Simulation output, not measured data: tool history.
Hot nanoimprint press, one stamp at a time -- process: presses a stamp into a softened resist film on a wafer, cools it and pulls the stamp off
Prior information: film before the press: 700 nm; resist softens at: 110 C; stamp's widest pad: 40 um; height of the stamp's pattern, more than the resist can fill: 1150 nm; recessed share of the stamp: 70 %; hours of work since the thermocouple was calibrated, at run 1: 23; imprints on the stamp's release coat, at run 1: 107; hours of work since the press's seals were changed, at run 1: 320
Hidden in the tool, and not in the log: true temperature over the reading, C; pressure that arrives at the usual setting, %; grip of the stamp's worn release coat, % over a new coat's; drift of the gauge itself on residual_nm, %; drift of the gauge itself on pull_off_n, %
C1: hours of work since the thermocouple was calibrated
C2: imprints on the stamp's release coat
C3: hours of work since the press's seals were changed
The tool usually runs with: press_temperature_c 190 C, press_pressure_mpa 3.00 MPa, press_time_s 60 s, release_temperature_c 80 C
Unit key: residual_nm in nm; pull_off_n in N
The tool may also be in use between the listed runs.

run 1 hour=0.0 | press_temperature_c=190 press_pressure_mpa=3.00 press_time_s=60 release_temperature_c=80 | C1=23 C2=107 C3=320 | residual_nm=351.9 pull_off_n=212
run 2 hour=8.4 | press_temperature_c=190 press_pressure_mpa=3.00 press_time_s=60 release_temperature_c=80 | C1=27 C2=128 C3=324 | residual_nm=350.8 pull_off_n=218
run 3 hour=26.5 | press_temperature_c=190 press_pressure_mpa=3.00 press_time_s=60 release_temperature_c=80 | C1=37 C2=174 C3=334 | residual_nm=351.2 pull_off_n=217
run 4 hour=35.7 | press_temperature_c=190 press_pressure_mpa=3.00 press_time_s=60 release_temperature_c=80 | C1=42 C2=198 C3=339 | residual_nm=351.0 pull_off_n=222
run 5 hour=54.6 | press_temperature_c=190 press_pressure_mpa=3.00 press_time_s=60 release_temperature_c=80 | C1=52 C2=246 C3=349 | residual_nm=350.0 pull_off_n=214
run 6 hour=69.5 | press_temperature_c=190 press_pressure_mpa=3.00 press_time_s=60 release_temperature_c=80 | C1=60 C2=284 C3=357 | residual_nm=350.8 pull_off_n=220
run 7 hour=79.0 | press_temperature_c=190 press_pressure_mpa=3.00 press_time_s=60 release_temperature_c=80 | C1=66 C2=308 C3=362 | residual_nm=352.7 pull_off_n=227
run 8 hour=88.3 | press_temperature_c=190 press_pressure_mpa=3.00 press_time_s=60 release_temperature_c=80 | C1=71 C2=332 C3=367 | residual_nm=350.0 pull_off_n=223
run 9 hour=106.3 | press_temperature_c=190 press_pressure_mpa=3.00 press_time_s=60 release_temperature_c=80 | C1=80 C2=378 C3=377 | residual_nm=352.2 pull_off_n=226
run 10 hour=122.1 | press_temperature_c=190 press_pressure_mpa=3.00 press_time_s=60 release_temperature_c=80 | C1=89 C2=418 C3=386 | residual_nm=349.9 pull_off_n=224
run 11 hour=132.5 | press_temperature_c=190 press_pressure_mpa=3.00 press_time_s=50 release_temperature_c=80 | C1=95 C2=445 C3=392 | residual_nm=373.4 pull_off_n=231
run 12 hour=140.8 | press_temperature_c=197 press_pressure_mpa=3.00 press_time_s=60 release_temperature_c=80 | C1=99 C2=466 C3=396 | residual_nm=300.3 pull_off_n=235
run 13 hour=153.2 | press_temperature_c=197 press_pressure_mpa=3.00 press_time_s=60 release_temperature_c=80 | C1=106 C2=497 C3=403 | residual_nm=301.2 pull_off_n=227
run 14 hour=162.0 | press_temperature_c=197 press_pressure_mpa=3.00 press_time_s=83 release_temperature_c=80 | C1=111 C2=520 C3=408 | residual_nm=266.0 pull_off_n=229
run 15 hour=174.7 | press_temperature_c=197 press_pressure_mpa=3.00 press_time_s=83 release_temperature_c=80 | C1=118 C2=552 C3=414 | residual_nm=266.1 pull_off_n=228
run 16 hour=183.3 | press_temperature_c=190 press_pressure_mpa=3.00 press_time_s=36 release_temperature_c=76 | C1=122 C2=574 C3=419 | residual_nm=411.9 pull_off_n=247
run 17 hour=196.8 | press_temperature_c=190 press_pressure_mpa=3.00 press_time_s=36 release_temperature_c=76 | C1=130 C2=609 C3=426 | residual_nm=411.0 pull_off_n=252
run 18 hour=208.2 | press_temperature_c=190 press_pressure_mpa=2.10 press_time_s=36 release_temperature_c=81 | C1=136 C2=638 C3=433 | residual_nm=470.7 pull_off_n=226
run 19 hour=227.3 | press_temperature_c=189 press_pressure_mpa=3.03 press_time_s=33 release_temperature_c=73 | C1=146 C2=686 C3=443 | residual_nm=430.8 pull_off_n=271
run 20 hour=241.0 | press_temperature_c=198 press_pressure_mpa=3.00 press_time_s=60 release_temperature_c=80 | C1=154 C2=721 C3=450 | residual_nm=292.8 pull_off_n=235
run 21 hour=256.7 | press_temperature_c=198 press_pressure_mpa=3.00 press_time_s=60 release_temperature_c=80 | C1=162 C2=761 C3=459 | residual_nm=295.2 pull_off_n=231
run 22 hour=270.5 | press_temperature_c=198 press_pressure_mpa=3.00 press_time_s=60 release_temperature_c=80 | C1=170 C2=797 C3=466 | residual_nm=294.6 pull_off_n=243
run 23 hour=280.2 | press_temperature_c=193 press_pressure_mpa=3.00 press_time_s=33 release_temperature_c=80 | C1=175 C2=821 C3=472 | residual_nm=397.2 pull_off_n=233
run 24 hour=290.4 | press_temperature_c=190 press_pressure_mpa=4.62 press_time_s=58 release_temperature_c=84 | C1=180 C2=847 C3=477 | residual_nm=290.4 pull_off_n=221
run 25 hour=299.4 | press_temperature_c=189 press_pressure_mpa=2.70 press_time_s=58 release_temperature_c=84 | C1=185 C2=870 C3=482 | residual_nm=376.3 pull_off_n=221
run 26 hour=314.4 | press_temperature_c=189 press_pressure_mpa=2.70 press_time_s=58 release_temperature_c=84 | C1=193 C2=908 C3=490 | residual_nm=376.0 pull_off_n=223
-- hour=325.5 stamp cleaned and given a new release coat
run 27 hour=335.6 | press_temperature_c=189 press_pressure_mpa=2.70 press_time_s=58 release_temperature_c=84 | C1=202 C2=25 C3=499 | residual_nm=377.5 pull_off_n=194
run 28 hour=349.3 | press_temperature_c=189 press_pressure_mpa=4.54 press_time_s=60 release_temperature_c=80 | C1=209 C2=60 C3=506 | residual_nm=297.9 pull_off_n=209
run 29 hour=361.6 | press_temperature_c=189 press_pressure_mpa=4.54 press_time_s=60 release_temperature_c=80 | C1=216 C2=91 C3=513 | residual_nm=296.6 pull_off_n=211
run 30 hour=379.2 | press_temperature_c=198 press_pressure_mpa=3.55 press_time_s=40 release_temperature_c=86 | C1=225 C2=136 C3=522 | residual_nm=312.1 pull_off_n=182

Across each entry between runs, compare the hidden state at the last listed run before it with the hidden state at the first listed run after it:
In the gap between runs 26 and 27: stamp cleaned and given a new release coat (hour 325.5)
  true temperature over the reading, C: 0.81 -> 0.84; pressure that arrives at the usual setting, %: 96.5 -> 96.44; grip of the stamp's worn release coat, % over a new coat's: 16.3 -> 0.4
  the result without the hidden state subtracted from the measured one, residual_nm: -1.2 -> -1.4 nm; pull_off_n: +28 -> -3 N

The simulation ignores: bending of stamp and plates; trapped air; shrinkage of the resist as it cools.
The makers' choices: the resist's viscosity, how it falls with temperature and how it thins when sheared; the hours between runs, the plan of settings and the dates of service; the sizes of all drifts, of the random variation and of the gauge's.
